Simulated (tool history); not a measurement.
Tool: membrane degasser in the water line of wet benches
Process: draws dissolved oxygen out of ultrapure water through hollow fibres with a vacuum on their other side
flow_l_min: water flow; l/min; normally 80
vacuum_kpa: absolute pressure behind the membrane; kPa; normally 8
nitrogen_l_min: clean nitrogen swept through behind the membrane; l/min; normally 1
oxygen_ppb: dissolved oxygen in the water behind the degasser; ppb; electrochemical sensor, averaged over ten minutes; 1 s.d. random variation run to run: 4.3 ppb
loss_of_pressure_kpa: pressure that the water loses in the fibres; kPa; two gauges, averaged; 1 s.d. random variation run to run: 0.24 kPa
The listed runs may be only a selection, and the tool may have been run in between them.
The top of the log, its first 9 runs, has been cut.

run    hour  flow_l_min  vacuum_kpa  nitrogen_l_min  oxygen_ppb  loss_of_pressure_kpa
 10  2138.2          80           8               1       708.8                 64.15
     2186.4  -- seals of the vacuum lines changed
 11  2390.8          80           8               1       704.3                 64.45
 12    2590          80           8               1       707.4                 65.09
 13  2764.3          80           8            2.76       398.4                 64.79
 14  2902.2          80           8            2.76       404.5                 65.03
 15  3042.2          80           8               1       706.1                 64.96
 16  3213.5          80           8               1       714.6                 64.86
 17  3350.3          77       10.55            0.58      1299.8                 62.35
 18  3517.9          96       10.55            1.34      1022.3                  78.2
 19  3815.3          96       10.55            1.34      1020.9                 78.78
 20  4081.3          80       13.23             0.8      1476.2                 65.41
 21  4319.7          80       16.41            1.19      1468.3                 65.78
 22  4586.1          77       18.02             0.9      1829.6                  63.6
 23  4867.2          77       18.02             0.9      1841.7                 63.52
 24  5030.4          77        8.78            2.19       498.4                 63.59
 25  5214.1          77        8.78            2.19       498.2                 63.95
 26  5512.2          48        9.87               1       611.9                 40.04
 27  5744.4         113        9.87            1.99       953.5                 94.35
 28  6049.4          96        13.1               1      1520.1                  80.3
 29  6290.8          76           8            1.58       540.1                  63.6
 30  6580.3          76           8            1.58         539                 64.02
 31  6759.8          92       11.29               1      1237.9                 77.51
 32  6935.8          92       11.29               1      1251.2                 77.89

Branching from run 32: 4 alternative next runs. What would each branch give?
  A  7200.5          53       11.29               1           ?                     ?
  B  7200.5          58        7.67            0.52           ?                     ?
  C  7200.5          79        6.98               1           ?                     ?
  D  7200.5          97        7.42            2.99           ?                     ?

run  oxygen_ppb  loss_of_pressure_kpa
  A       782.4                 44.94
  B       752.8                 49.14
  C       611.5                 67.22
  D       512.1                  81.7
Take away the tool's hidden state, keep each run's random variation, and the runs would have read:
run  oxygen_ppb  loss_of_pressure_kpa
  A       767.2                 41.87
  B       733.6                 45.75
  C         572                 62.62
  D         455                 76.09
